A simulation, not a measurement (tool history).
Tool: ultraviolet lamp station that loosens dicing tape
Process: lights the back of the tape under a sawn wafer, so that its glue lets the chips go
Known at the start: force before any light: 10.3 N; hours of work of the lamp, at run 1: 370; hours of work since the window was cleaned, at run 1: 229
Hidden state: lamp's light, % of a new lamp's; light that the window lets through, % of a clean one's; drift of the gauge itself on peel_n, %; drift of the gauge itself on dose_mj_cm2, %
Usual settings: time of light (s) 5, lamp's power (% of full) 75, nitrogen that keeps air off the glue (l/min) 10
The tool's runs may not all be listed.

run	hour	time of light (s)	lamp's power (% of full)	nitrogen that keeps air off the glue (l/min)	hours of work of the lamp	hours of work since the window was cleaned	force that peels the tape off (N)	light that reached the tape (J/m2)
1	0	5	75	10	370	229	1.078	4230
2	23.5	5	75	10	382	242	1.07	4200
3	38.7	5	75	9	390	250	1.174	4140
4	53.4	5	75	9	398	257	1.177	4100
5	67.5	5	75	9	405	265	1.209	4130
6	80.9	5	75	7	412	272	1.521	4040
7	101.1	5	75	10	423	282	1.189	4040
8	117.7	5	75	16	431	291	0.858	4030
9	140.5	5	68	10	443	303	1.464	3610
10	165.8	5	68	10	456	316	1.473	3610
11	191.1	3	68	10	470	329	3.12	2100
12	205.5	3	68	10	477	337	3.057	2090
# hour 208: window cleaned of glue's vapour
13	228.6	3	68	10	489	11	3.432	1980
14	251.5	5	75	10	501	23	1.462	3570
# hour 272: window cleaned of glue's vapour, once more
15	274	5	75	19	512	1	0.729	4130
16	299.1	5	75	10	525	14	1.19	4080
17	319.4	5	75	13	536	25	0.914	4050
18	340.2	5	75	13	547	36	0.96	4050
19	351.6	5	69	13	553	42	1.186	3730
20	375.6	5	61	10	565	54	1.783	3240
21	400	5	61	10	578	67	1.773	3220
22	419.1	5	61	10	588	77	1.882	3170
23	432.9	5	84	8	595	84	1.19	4420
24	454.9	3	84	3	607	95	4.191	2630
25	469.5	3	84	3	614	103	4.278	2570
26	481	3	96	11	620	109	2.003	2950
27	498.1	4	86	6	629	118	2.117	3510
28	518.5	4	99	4	640	129	2.286	3960
29	537.8	6	91	8	650	139	0.764	5470
30	549.6	6	79	7	656	145	1.132	4700
31	567.3	5	98	10	665	154	0.795	4830
32	587	2	63	10	676	164	5.231	1240
33	597.4	2	63	10	681	170	5.111	1290
34	615.5	2	68	4	690	179	6.093	1280
35	632.5	2	68	4	699	188	6.187	1270
36	657.2	2	68	4	712	201	6.172	1290
37	673	5	84	16	720	209	0.868	3930
38	687.4	5	84	16	728	217	0.889	3940
39	706	8	70	7	738	226	0.943	5210

Hidden state at the last listed run before each entry between runs and at the first one after, where it differs:
Between runs 12 and 13: window cleaned of glue's vapour (hour 208)
  lamp's light, % of a new lamp's: 80.1 -> 79.6; light that the window lets through, % of a clean one's: 91.6 -> 85.7
  measured less the result without the state, force that peels the tape off (N): +1.03 -> +1.33; light that reached the tape (J/m2): -760 -> -920
Between runs 14 and 15: window cleaned of glue's vapour, once more (hour 272)
  lamp's light, % of a new lamp's: 79.2 -> 78.7; light that the window lets through, % of a clean one's: 85.4 -> 99.4
  measured less the result without the state, force that peels the tape off (N): +0.79 -> +0.29; light that reached the tape (J/m2): -1700 -> -1160

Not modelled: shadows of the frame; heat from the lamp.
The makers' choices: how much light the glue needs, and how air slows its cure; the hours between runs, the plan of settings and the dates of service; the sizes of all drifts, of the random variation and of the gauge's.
